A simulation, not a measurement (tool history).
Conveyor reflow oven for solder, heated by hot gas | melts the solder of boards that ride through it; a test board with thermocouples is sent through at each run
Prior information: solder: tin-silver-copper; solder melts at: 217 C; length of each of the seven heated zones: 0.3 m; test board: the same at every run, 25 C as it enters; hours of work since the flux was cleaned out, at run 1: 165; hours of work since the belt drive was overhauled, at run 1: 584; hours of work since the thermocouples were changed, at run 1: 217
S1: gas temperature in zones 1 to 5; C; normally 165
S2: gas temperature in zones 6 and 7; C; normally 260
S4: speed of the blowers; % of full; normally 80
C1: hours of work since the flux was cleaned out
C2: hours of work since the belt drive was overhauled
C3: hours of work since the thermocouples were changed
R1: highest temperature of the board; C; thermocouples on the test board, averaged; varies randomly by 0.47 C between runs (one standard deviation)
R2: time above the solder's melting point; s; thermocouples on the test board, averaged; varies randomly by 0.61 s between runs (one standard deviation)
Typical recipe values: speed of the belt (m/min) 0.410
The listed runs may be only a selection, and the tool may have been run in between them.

{"run": 1, "day": 0.0, "S1": 165, "S2": 260, "speed of the belt (m/min)": 0.41, "S4": 80, "C1": 165, "C2": 584, "C3": 217, "R1": 244.4, "R2": 57.2}
{"run": 2, "day": 1.904, "S1": 165, "S2": 260, "speed of the belt (m/min)": 0.41, "S4": 80, "C1": 194, "C2": 612, "C3": 245, "R1": 244.5, "R2": 56.2}
{"run": 3, "day": 3.908, "S1": 165, "S2": 260, "speed of the belt (m/min)": 0.41, "S4": 80, "C1": 223, "C2": 642, "C3": 275, "R1": 243.9, "R2": 54.6}
{"run": 4, "day": 6.625, "S1": 165, "S2": 260, "speed of the belt (m/min)": 0.41, "S4": 80, "C1": 264, "C2": 682, "C3": 315, "R1": 244.5, "R2": 56.0}
{"run": 5, "day": 9.042, "S1": 165, "S2": 260, "speed of the belt (m/min)": 0.41, "S4": 80, "C1": 300, "C2": 718, "C3": 351, "R1": 244.0, "R2": 53.6}
{"run": 6, "day": 10.504, "S1": 165, "S2": 260, "speed of the belt (m/min)": 0.41, "S4": 80, "C1": 322, "C2": 740, "C3": 373, "R1": 244.0, "R2": 53.2}
{"day": 10.975, "done": "flux residue cleaned out of gas plates and filters"}
{"run": 7, "day": 11.921, "S1": 154, "S2": 272, "speed of the belt (m/min)": 0.41, "S4": 80, "C1": 14, "C2": 758, "C3": 391, "R1": 249.5, "R2": 56.6}
{"run": 8, "day": 13.492, "S1": 167, "S2": 267, "speed of the belt (m/min)": 0.39, "S4": 80, "C1": 37, "C2": 781, "C3": 414, "R1": 249.9, "R2": 64.6}
{"run": 9, "day": 15.758, "S1": 167, "S2": 249, "speed of the belt (m/min)": 0.39, "S4": 64, "C1": 71, "C2": 815, "C3": 448, "R1": 231.3, "R2": 39.9}
{"day": 16.325, "done": "flux residue cleaned out of gas plates and filters, once more"}
{"run": 10, "day": 18.621, "S1": 167, "S2": 249, "speed of the belt (m/min)": 0.39, "S4": 64, "C1": 34, "C2": 854, "C3": 487, "R1": 236.2, "R2": 49.9}
{"run": 11, "day": 19.862, "S1": 167, "S2": 249, "speed of the belt (m/min)": 0.391, "S4": 80, "C1": 53, "C2": 873, "C3": 506, "R1": 239.3, "R2": 54.6}
{"run": 12, "day": 22.617, "S1": 167, "S2": 249, "speed of the belt (m/min)": 0.391, "S4": 80, "C1": 94, "C2": 914, "C3": 547, "R1": 238.7, "R2": 54.9}

Take each entry between the runs: how does the hidden state at the last listed run before it differ from the hidden state at the first listed run after it?
From run 6 to run 7: flux residue cleaned out of gas plates and filters (day 10.975)
  heat that the gas passes to the board, % of a clean oven's: 85.9 -> 80.7; belt's true speed, % of the reading: 98.89 -> 98.87; true gas temperature in zones 6 and 7 over the reading, C: 1.12 -> 1.17
  measured minus no-state result, R1: -2.3 -> -4.8 C; R2: -3.2 -> -4.8 s
From run 9 to run 10: flux residue cleaned out of gas plates and filters, once more (day 16.325)
  heat that the gas passes to the board, % of a clean oven's: 78.6 -> 98.3; belt's true speed, % of the reading: 98.78 -> 98.72; true gas temperature in zones 6 and 7 over the reading, C: 1.34 -> 1.45
  measured minus no-state result, R1: -3.2 -> +1.3 C; R2: -7.5 -> +2.5 s
